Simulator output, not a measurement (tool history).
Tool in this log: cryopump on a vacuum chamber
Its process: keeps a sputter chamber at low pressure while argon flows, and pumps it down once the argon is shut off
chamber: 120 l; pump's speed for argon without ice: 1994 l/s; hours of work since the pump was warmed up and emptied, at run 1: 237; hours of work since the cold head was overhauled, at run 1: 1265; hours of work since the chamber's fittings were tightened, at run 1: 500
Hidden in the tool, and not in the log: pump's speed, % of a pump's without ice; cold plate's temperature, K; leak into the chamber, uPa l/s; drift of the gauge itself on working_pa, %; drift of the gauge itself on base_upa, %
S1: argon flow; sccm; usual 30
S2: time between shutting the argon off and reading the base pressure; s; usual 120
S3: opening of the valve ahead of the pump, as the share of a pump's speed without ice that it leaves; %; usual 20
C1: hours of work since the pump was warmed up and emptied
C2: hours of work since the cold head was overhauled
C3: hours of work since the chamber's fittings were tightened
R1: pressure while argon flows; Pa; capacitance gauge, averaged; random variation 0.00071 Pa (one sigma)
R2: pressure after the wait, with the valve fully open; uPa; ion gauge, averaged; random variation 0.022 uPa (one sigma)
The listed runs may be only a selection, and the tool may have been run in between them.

run 1 day=0 | S1=30 S2=120 S3=20 | C1=237 C2=1265 C3=500 | R1=0.1273 R2=0.73
run 2 day=1.929 | S1=30 S2=120 S3=20 | C1=269 C2=1297 C3=532 | R1=0.1293 R2=0.79
run 3 day=2.833 | S1=30 S2=120 S3=20 | C1=284 C2=1312 C3=547 | R1=0.1282 R2=0.78
run 4 day=3.988 | S1=30 S2=279 S3=20 | C1=303 C2=1331 C3=566 | R1=0.1301 R2=0.55
run 5 day=6.108 | S1=30 S2=279 S3=20 | C1=338 C2=1366 C3=601 | R1=0.1291 R2=0.54
run 6 day=8.229 | S1=30 S2=279 S3=20 | C1=373 C2=1401 C3=636 | R1=0.1291 R2=0.57
run 7 day=9.175 | S1=30 S2=279 S3=20 | C1=389 C2=1416 C3=651 | R1=0.1302 R2=0.59
run 8 day=10.679 | S1=40 S2=120 S3=20 | C1=413 C2=1441 C3=676 | R1=0.173 R2=0.83
run 9 day=12.179 | S1=40 S2=22 S3=20 | C1=438 C2=1466 C3=701 | R1=0.1728 R2=2.66
run 10 day=14.433 | S1=30 S2=120 S3=20 | C1=475 C2=1503 C3=738 | R1=0.1304 R2=0.85
run 11 day=15.558 | S1=30 S2=120 S3=41 | C1=494 C2=1521 C3=757 | R1=0.0646 R2=0.88
run 12 day=16.833 | S1=30 S2=120 S3=41 | C1=515 C2=1542 C3=778 | R1=0.0633 R2=0.86
run 13 day=18.179 | S1=30 S2=120 S3=31 | C1=537 C2=1565 C3=800 | R1=0.0846 R2=0.85
run 14 day=19.742 | S1=30 S2=120 S3=20 | C1=563 C2=1590 C3=826 | R1=0.1311 R2=0.86
run 15 day=20.867 | S1=30 S2=120 S3=20 | C1=581 C2=1609 C3=844 | R1=0.1291 R2=0.87
run 16 day=21.871 | S1=30 S2=120 S3=20 | C1=598 C2=1625 C3=861 | R1=0.1294 R2=0.87
run 17 day=22.825 | S1=30 S2=120 S3=20 | C1=614 C2=1641 C3=876 | R1=0.1292 R2=0.9
run 18 day=24.05 | S1=30 S2=137 S3=26 | C1=634 C2=1661 C3=897 | R1=0.1005 R2=0.86
run 19 day=25.371 | S1=15 S2=137 S3=26 | C1=656 C2=1683 C3=918 | R1=0.0502 R2=0.89
run 20 day=26.879 | S1=19 S2=120 S3=48 | C1=680 C2=1708 C3=943 | R1=0.0363 R2=0.93
run 21 day=28.167 | S1=16 S2=30 S3=20 | C1=702 C2=1729 C3=964 | R1=0.07 R2=2.17
run 22 day=30.183 | S1=30 S2=75 S3=17 | C1=735 C2=1762 C3=998 | R1=0.1547 R2=1.18
run 23 day=31.425 | S1=30 S2=200 S3=20 | C1=755 C2=1783 C3=1018 | R1=0.1309 R2=0.77
run 24 day=33.354 | S1=17 S2=31 S3=27 | C1=787 C2=1815 C3=1050 | R1=0.0555 R2=2.19
run 25 day=35.417 | S1=17 S2=31 S3=27 | C1=821 C2=1849 C3=1084 | R1=0.055 R2=2.11
run 26 day=37.304 | S1=17 S2=31 S3=27 | C1=852 C2=1880 C3=1115 | R1=0.0565 R2=2.16
run 27 day=39.2 | S1=17 S2=31 S3=27 | C1=884 C2=1911 C3=1146 | R1=0.0564 R2=2.11
run 28 day=40.392 | S1=17 S2=31 S3=27 | C1=903 C2=1931 C3=1166 | R1=0.0555 R2=2.18
run 29 day=41.85 | S1=17 S2=31 S3=27 | C1=927 C2=1955 C3=1190 | R1=0.0553 R2=2.15
run 30 day=43.358 | S1=17 S2=31 S3=27 | C1=952 C2=1980 C3=1215 | R1=0.056 R2=2.2
run 31 day=44.429 | S1=20 S2=31 S3=17 | C1=970 C2=1997 C3=1232 | R1=0.1034 R2=2.3
run 32 day=46.579 | S1=38 S2=31 S3=22 | C1=1005 C2=2033 C3=1268 | R1=0.1516 R2=2.24
-- day=47.071 pump warmed up, emptied and cooled again
run 33 day=48.412 | S1=31 S2=77 S3=20 | C1=22 C2=2059 C3=1295 | R1=0.1321 R2=1.24
run 34 day=49.846 | S1=57 S2=28 S3=20 | C1=46 C2=2083 C3=1318 | R1=0.2422 R2=2.33

Here are 4 independent what-if runs from the current tool condition. What would each one return?
run A day=52.079 | S1=50 S2=120 S3=55 | C1=83 C2=2120 C3=1355 | R1=? R2=?
run B day=52.079 | S1=12 S2=25 S3=20 | C1=83 C2=2120 C3=1355 | R1=? R2=?
run C day=52.079 | S1=50 S2=30 S3=34 | C1=83 C2=2120 C3=1355 | R1=? R2=?
run D day=52.079 | S1=31 S2=37 S3=18 | C1=83 C2=2120 C3=1355 | R1=? R2=?

run=A R1=0.0784 R2=1.01
run=B R1=0.0509 R2=2.62
run=C R1=0.126 R2=2.17
run=D R1=0.1471 R2=1.96
What these runs would have given with no unlogged condition in the tool:
run=A R1=0.0771 R2=0.55
run=B R1=0.0506 R2=2.16
run=C R1=0.1247 R2=1.73
run=D R1=0.1462 R2=1.5

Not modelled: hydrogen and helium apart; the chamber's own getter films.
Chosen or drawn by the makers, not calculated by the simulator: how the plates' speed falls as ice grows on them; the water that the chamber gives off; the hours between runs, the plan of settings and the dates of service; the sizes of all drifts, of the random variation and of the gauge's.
